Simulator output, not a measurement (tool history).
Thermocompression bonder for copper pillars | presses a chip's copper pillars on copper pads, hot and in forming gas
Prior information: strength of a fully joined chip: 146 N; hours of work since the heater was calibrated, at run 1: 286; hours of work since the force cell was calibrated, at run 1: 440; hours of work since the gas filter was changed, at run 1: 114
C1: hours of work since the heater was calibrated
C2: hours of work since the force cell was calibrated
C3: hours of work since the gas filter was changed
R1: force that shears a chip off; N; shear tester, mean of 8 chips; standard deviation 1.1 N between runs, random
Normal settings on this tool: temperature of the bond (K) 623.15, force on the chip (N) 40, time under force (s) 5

run 1 hour=0.0 | temperature_of_the_bond_(K)=623.15 force_on_the_chip_(N)=40 time_under_force_(s)=5 | C1=286 C2=440 C3=114 | R1=92.6
run 2 hour=29.8 | temperature_of_the_bond_(K)=623.15 force_on_the_chip_(N)=46 time_under_force_(s)=5 | C1=304 C2=458 C3=133 | R1=104.0
run 3 hour=47.6 | temperature_of_the_bond_(K)=623.15 force_on_the_chip_(N)=40 time_under_force_(s)=5 | C1=315 C2=469 C3=144 | R1=91.2
run 4 hour=63.2 | temperature_of_the_bond_(K)=623.15 force_on_the_chip_(N)=40 time_under_force_(s)=5 | C1=325 C2=479 C3=153 | R1=90.5
run 5 hour=85.3 | temperature_of_the_bond_(K)=594.15 force_on_the_chip_(N)=40 time_under_force_(s)=5 | C1=339 C2=492 C3=167 | R1=76.7
run 6 hour=113.7 | temperature_of_the_bond_(K)=594.15 force_on_the_chip_(N)=40 time_under_force_(s)=5 | C1=356 C2=510 C3=185 | R1=72.6
run 7 hour=135.0 | temperature_of_the_bond_(K)=623.15 force_on_the_chip_(N)=40 time_under_force_(s)=5 | C1=370 C2=523 C3=198 | R1=87.0
run 8 hour=161.2 | temperature_of_the_bond_(K)=623.15 force_on_the_chip_(N)=40 time_under_force_(s)=5 | C1=386 C2=539 C3=214 | R1=88.8
run 9 hour=176.9 | temperature_of_the_bond_(K)=618.15 force_on_the_chip_(N)=40 time_under_force_(s)=5 | C1=396 C2=549 C3=224 | R1=85.8
run 10 hour=193.5 | temperature_of_the_bond_(K)=611.15 force_on_the_chip_(N)=40 time_under_force_(s)=5 | C1=406 C2=559 C3=234 | R1=81.5
-- hour=200.0 forming gas filter changed
run 11 hour=213.9 | temperature_of_the_bond_(K)=611.15 force_on_the_chip_(N)=40 time_under_force_(s)=5 | C1=418 C2=572 C3=9 | R1=89.0
-- hour=217.3 heater calibrated with a thermocouple chip
run 12 hour=245.9 | temperature_of_the_bond_(K)=611.15 force_on_the_chip_(N)=40 time_under_force_(s)=5 | C1=18 C2=590 C3=27 | R1=86.7
run 13 hour=261.2 | temperature_of_the_bond_(K)=620.15 force_on_the_chip_(N)=28 time_under_force_(s)=6 | C1=27 C2=600 C3=37 | R1=70.6
run 14 hour=288.6 | temperature_of_the_bond_(K)=599.15 force_on_the_chip_(N)=48 time_under_force_(s)=10 | C1=44 C2=617 C3=54 | R1=110.2
-- hour=295.9 heater calibrated with a thermocouple chip, once more
run 15 hour=318.1 | temperature_of_the_bond_(K)=623.15 force_on_the_chip_(N)=31 time_under_force_(s)=5 | C1=14 C2=634 C3=71 | R1=73.2
run 16 hour=336.1 | temperature_of_the_bond_(K)=642.15 force_on_the_chip_(N)=31 time_under_force_(s)=7 | C1=25 C2=645 C3=82 | R1=93.0
run 17 hour=349.1 | temperature_of_the_bond_(K)=649.15 force_on_the_chip_(N)=28 time_under_force_(s)=3 | C1=33 C2=653 C3=90 | R1=67.5
run 18 hour=371.0 | temperature_of_the_bond_(K)=644.15 force_on_the_chip_(N)=40 time_under_force_(s)=3 | C1=47 C2=667 C3=103 | R1=89.7
run 19 hour=386.6 | temperature_of_the_bond_(K)=644.15 force_on_the_chip_(N)=26 time_under_force_(s)=3 | C1=56 C2=676 C3=113 | R1=58.5
run 20 hour=417.1 | temperature_of_the_bond_(K)=621.15 force_on_the_chip_(N)=56 time_under_force_(s)=12 | C1=75 C2=695 C3=132 | R1=128.3
run 21 hour=434.0 | temperature_of_the_bond_(K)=647.15 force_on_the_chip_(N)=58 time_under_force_(s)=4 | C1=86 C2=706 C3=142 | R1=116.9
run 22 hour=458.4 | temperature_of_the_bond_(K)=623.15 force_on_the_chip_(N)=32 time_under_force_(s)=4 | C1=101 C2=721 C3=158 | R1=68.7

Below are 5 alternative next runs, each starting from the tool's condition after run 22. Predict each:
run A hour=487.9 | temperature_of_the_bond_(K)=631.15 force_on_the_chip_(N)=25 time_under_force_(s)=5 | C1=119 C2=739 C3=176 | R1=?
run B hour=487.9 | temperature_of_the_bond_(K)=618.15 force_on_the_chip_(N)=43 time_under_force_(s)=5 | C1=119 C2=739 C3=176 | R1=?
run C hour=487.9 | temperature_of_the_bond_(K)=599.15 force_on_the_chip_(N)=48 time_under_force_(s)=3 | C1=119 C2=739 C3=176 | R1=?
run D hour=487.9 | temperature_of_the_bond_(K)=623.15 force_on_the_chip_(N)=46 time_under_force_(s)=4 | C1=119 C2=739 C3=176 | R1=?
run E hour=487.9 | temperature_of_the_bond_(K)=600.15 force_on_the_chip_(N)=60 time_under_force_(s)=4 | C1=119 C2=739 C3=176 | R1=?

run=A R1=61.3
run=B R1=92.2
run=C R1=77.9
run=D R1=92.5
run=E R1=99.1
Take away the tool's hidden state, keep each run's random variation, and the runs would have read:
run=A R1=70.8
run=B R1=104.3
run=C R1=89.1
run=D R1=104.5
run=E R1=111.3
